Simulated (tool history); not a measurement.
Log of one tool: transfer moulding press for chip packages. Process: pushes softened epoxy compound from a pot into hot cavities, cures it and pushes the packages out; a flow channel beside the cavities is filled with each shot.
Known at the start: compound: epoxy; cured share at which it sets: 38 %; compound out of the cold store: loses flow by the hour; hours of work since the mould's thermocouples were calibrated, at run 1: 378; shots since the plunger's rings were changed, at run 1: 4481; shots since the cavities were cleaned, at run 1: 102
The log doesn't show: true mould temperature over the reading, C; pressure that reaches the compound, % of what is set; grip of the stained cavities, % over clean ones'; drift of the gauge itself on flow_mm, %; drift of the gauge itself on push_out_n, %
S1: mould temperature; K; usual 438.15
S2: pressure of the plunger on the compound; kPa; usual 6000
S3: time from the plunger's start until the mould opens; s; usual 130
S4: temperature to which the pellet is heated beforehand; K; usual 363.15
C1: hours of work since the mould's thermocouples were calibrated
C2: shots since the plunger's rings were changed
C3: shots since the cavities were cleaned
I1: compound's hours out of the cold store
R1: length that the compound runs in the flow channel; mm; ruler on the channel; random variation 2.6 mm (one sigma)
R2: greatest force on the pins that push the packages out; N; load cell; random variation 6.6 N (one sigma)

{"run": 1, "hour": 0.0, "S1": 438.15, "S2": 6000, "S3": 130, "S4": 363.15, "C1": 378, "C2": 4481, "C3": 102, "I1": 47.6, "R1": 660, "R2": 259}
{"hour": 36.5, "done": "cavities cleaned with cleaning compound and waxed"}
{"run": 2, "hour": 51.3, "S1": 430.15, "S2": 6000, "S3": 130, "S4": 363.15, "C1": 413, "C2": 4986, "C3": 150, "I1": 47.6, "R1": 712, "R2": 451}
{"hour": 66.8, "done": "plunger's sealing rings changed"}
{"hour": 87.5, "done": "cavities cleaned with cleaning compound and waxed"}
{"hour": 138.9, "done": "cavities cleaned with cleaning compound and waxed"}
{"run": 3, "hour": 142.4, "S1": 430.15, "S2": 6000, "S3": 130, "S4": 363.15, "C1": 472, "C2": 736, "C3": 35, "I1": 25.2, "R1": 774, "R2": 483}
{"hour": 190.8, "done": "cavities cleaned with cleaning compound and waxed"}
{"hour": 242.7, "done": "cavities cleaned with cleaning compound and waxed"}
{"run": 4, "hour": 243.2, "S1": 430.15, "S2": 6000, "S3": 130, "S4": 363.15, "C1": 539, "C2": 1728, "C3": 4, "I1": 16.5, "R1": 798, "R2": 496}
{"hour": 289.7, "done": "cavities cleaned with cleaning compound and waxed"}
{"run": 5, "hour": 315.9, "S1": 430.15, "S2": 6000, "S3": 130, "S4": 363.15, "C1": 588, "C2": 2450, "C3": 265, "I1": 20.9, "R1": 789, "R2": 489}
{"hour": 339.1, "done": "cavities cleaned with cleaning compound and waxed"}
{"run": 6, "hour": 364.7, "S1": 430.15, "S2": 6000, "S3": 130, "S4": 363.15, "C1": 620, "C2": 2930, "C3": 260, "I1": 22.4, "R1": 784, "R2": 483}
{"hour": 388.0, "done": "cavities cleaned with cleaning compound and waxed"}
{"hour": 436.9, "done": "cavities cleaned with cleaning compound and waxed"}
{"hour": 452.4, "done": "mould's thermocouples calibrated"}
{"run": 7, "hour": 454.6, "S1": 430.15, "S2": 6000, "S3": 130, "S4": 370.15, "C1": 2, "C2": 3792, "C3": 160, "I1": 30.1, "R1": 756, "R2": 465}
{"hour": 486.3, "done": "cavities cleaned with cleaning compound and waxed"}
{"hour": 531.7, "done": "cavities cleaned with cleaning compound and waxed"}
{"run": 8, "hour": 548.5, "S1": 438.15, "S2": 6000, "S3": 130, "S4": 362.15, "C1": 64, "C2": 4713, "C3": 170, "I1": 44.4, "R1": 676, "R2": 266}
{"hour": 576.6, "done": "cavities cleaned with cleaning compound and waxed"}
{"hour": 593.8, "done": "plunger's sealing rings changed"}
{"hour": 625.4, "done": "cavities cleaned with cleaning compound and waxed"}
{"run": 9, "hour": 647.3, "S1": 438.15, "S2": 6000, "S3": 130, "S4": 362.15, "C1": 128, "C2": 528, "C3": 223, "I1": 43.7, "R1": 677, "R2": 258}
{"hour": 675.7, "done": "cavities cleaned with cleaning compound and waxed"}
{"run": 10, "hour": 695.7, "S1": 438.15, "S2": 6000, "S3": 130, "S4": 363.15, "C1": 161, "C2": 1003, "C3": 202, "I1": 21.5, "R1": 730, "R2": 275}
{"hour": 721.8, "done": "cavities cleaned with cleaning compound and waxed"}
{"run": 11, "hour": 743.1, "S1": 438.15, "S2": 6000, "S3": 130, "S4": 363.15, "C1": 192, "C2": 1469, "C3": 216, "I1": 11.2, "R1": 767, "R2": 268}
{"hour": 771.1, "done": "cavities cleaned with cleaning compound and waxed"}
{"run": 12, "hour": 789.4, "S1": 438.15, "S2": 6000, "S3": 130, "S4": 371.15, "C1": 223, "C2": 1923, "C3": 185, "I1": 10.3, "R1": 768, "R2": 263}
{"hour": 819.6, "done": "cavities cleaned with cleaning compound and waxed"}
{"run": 13, "hour": 835.9, "S1": 438.15, "S2": 6000, "S3": 130, "S4": 371.15, "C1": 254, "C2": 2379, "C3": 164, "I1": 45.4, "R1": 666, "R2": 252}
{"hour": 867.4, "done": "cavities cleaned with cleaning compound and waxed"}
{"run": 14, "hour": 904.5, "S1": 438.15, "S2": 6000, "S3": 130, "S4": 371.15, "C1": 300, "C2": 3060, "C3": 376, "I1": 40.4, "R1": 682, "R2": 257}
{"hour": 920.2, "done": "cavities cleaned with cleaning compound and waxed"}
{"hour": 966.7, "done": "cavities cleaned with cleaning compound and waxed"}
{"run": 15, "hour": 972.3, "S1": 438.15, "S2": 6000, "S3": 117, "S4": 363.15, "C1": 345, "C2": 3718, "C3": 58, "I1": 9.6, "R1": 774, "R2": 333}
{"hour": 1016.0, "done": "cavities cleaned with cleaning compound and waxed"}
{"run": 16, "hour": 1020.0, "S1": 438.15, "S2": 5700, "S3": 130, "S4": 363.15, "C1": 377, "C2": 4186, "C3": 41, "I1": 22.6, "R1": 713, "R2": 280}
{"hour": 1065.3, "done": "cavities cleaned with cleaning compound and waxed"}
{"run": 17, "hour": 1084.6, "S1": 440.15, "S2": 5160, "S3": 130, "S4": 363.15, "C1": 420, "C2": 4826, "C3": 196, "I1": 38.7, "R1": 627, "R2": 249}
{"hour": 1118.8, "done": "plunger's sealing rings changed"}
{"hour": 1120.3, "done": "cavities cleaned with cleaning compound and waxed"}
{"hour": 1169.3, "done": "cavities cleaned with cleaning compound and waxed"}
{"run": 18, "hour": 1169.6, "S1": 442.15, "S2": 7240, "S3": 169, "S4": 354.15, "C1": 475, "C2": 485, "C3": 3, "I1": 8.7, "R1": 831, "R2": 216}
{"hour": 1219.4, "done": "cavities cleaned with cleaning compound and waxed"}
{"run": 19, "hour": 1256.7, "S1": 438.15, "S2": 7170, "S3": 131, "S4": 363.15, "C1": 534, "C2": 1354, "C3": 379, "I1": 13.9, "R1": 824, "R2": 268}
{"hour": 1267.5, "done": "cavities cleaned with cleaning compound and waxed"}
{"hour": 1312.2, "done": "cavities cleaned with cleaning compound and waxed"}
{"run": 20, "hour": 1354.9, "S1": 438.15, "S2": 7170, "S3": 131, "S4": 363.15, "C1": 599, "C2": 2319, "C3": 433, "I1": 47.8, "R1": 726, "R2": 265}
{"hour": 1361.9, "done": "cavities cleaned with cleaning compound and waxed"}
{"hour": 1409.0, "done": "cavities cleaned with cleaning compound and waxed"}
{"run": 21, "hour": 1438.7, "S1": 438.15, "S2": 7170, "S3": 138, "S4": 363.15, "C1": 655, "C2": 3138, "C3": 301, "I1": 33.1, "R1": 767, "R2": 257}
{"hour": 1459.2, "done": "cavities cleaned with cleaning compound and waxed"}
{"hour": 1472.5, "done": "mould's thermocouples calibrated"}
{"hour": 1507.7, "done": "cavities cleaned with cleaning compound and waxed"}
{"run": 22, "hour": 1534.0, "S1": 438.15, "S2": 7120, "S3": 138, "S4": 363.15, "C1": 41, "C2": 4054, "C3": 267, "I1": 39.8, "R1": 744, "R2": 249}
{"hour": 1555.5, "done": "cavities cleaned with cleaning compound and waxed"}
{"hour": 1607.7, "done": "cavities cleaned with cleaning compound and waxed"}
{"run": 23, "hour": 1624.6, "S1": 438.15, "S2": 5800, "S3": 156, "S4": 363.15, "C1": 102, "C2": 4943, "C3": 172, "I1": 20.3, "R1": 725, "R2": 228}
{"hour": 1641.7, "done": "plunger's sealing rings changed"}
{"hour": 1659.5, "done": "cavities cleaned with cleaning compound and waxed"}
{"hour": 1709.1, "done": "cavities cleaned with cleaning compound and waxed"}
{"run": 24, "hour": 1714.1, "S1": 438.15, "S2": 4850, "S3": 131, "S4": 363.15, "C1": 159, "C2": 705, "C3": 52, "I1": 25.3, "R1": 652, "R2": 257}
{"hour": 1756.5, "done": "cavities cleaned with cleaning compound and waxed"}
{"hour": 1806.6, "done": "cavities cleaned with cleaning compound and waxed"}
{"run": 25, "hour": 1811.9, "S1": 431.15, "S2": 4540, "S3": 132, "S4": 369.15, "C1": 225, "C2": 1666, "C3": 54, "I1": 29.5, "R1": 655, "R2": 436}
{"hour": 1854.2, "done": "cavities cleaned with cleaning compound and waxed"}
{"run": 26, "hour": 1862.7, "S1": 438.15, "S2": 6100, "S3": 130, "S4": 363.15, "C1": 259, "C2": 2166, "C3": 86, "I1": 15, "R1": 765, "R2": 267}

Forecast each of these 3 alternatives for the next run:
{"hour": 1902.7, "done": "cavities cleaned with cleaning compound and waxed"}
{"run": "A", "hour": 1932.3, "S1": 433.15, "S2": 6000, "S3": 120, "S4": 363.15, "C1": 305, "C2": 2856, "C3": 300, "I1": 8.9, "R1": "?", "R2": "?"}
{"hour": 1902.7, "done": "cavities cleaned with cleaning compound and waxed"}
{"run": "B", "hour": 1932.3, "S1": 438.15, "S2": 4990, "S3": 130, "S4": 363.15, "C1": 305, "C2": 2856, "C3": 300, "I1": 41.9, "R1": "?", "R2": "?"}
{"hour": 1902.7, "done": "cavities cleaned with cleaning compound and waxed"}
{"run": "C", "hour": 1932.3, "S1": 438.15, "S2": 4910, "S3": 130, "S4": 359.15, "C1": 305, "C2": 2856, "C3": 300, "I1": 30.4, "R1": "?", "R2": "?"}

run=A R1=802 R2=492
run=B R1=619 R2=268
run=C R1=642 R2=269
Without the tool's hidden state the same runs would have given:
run=A R1=803 R2=486
run=B R1=620 R2=265
run=C R1=643 R2=266

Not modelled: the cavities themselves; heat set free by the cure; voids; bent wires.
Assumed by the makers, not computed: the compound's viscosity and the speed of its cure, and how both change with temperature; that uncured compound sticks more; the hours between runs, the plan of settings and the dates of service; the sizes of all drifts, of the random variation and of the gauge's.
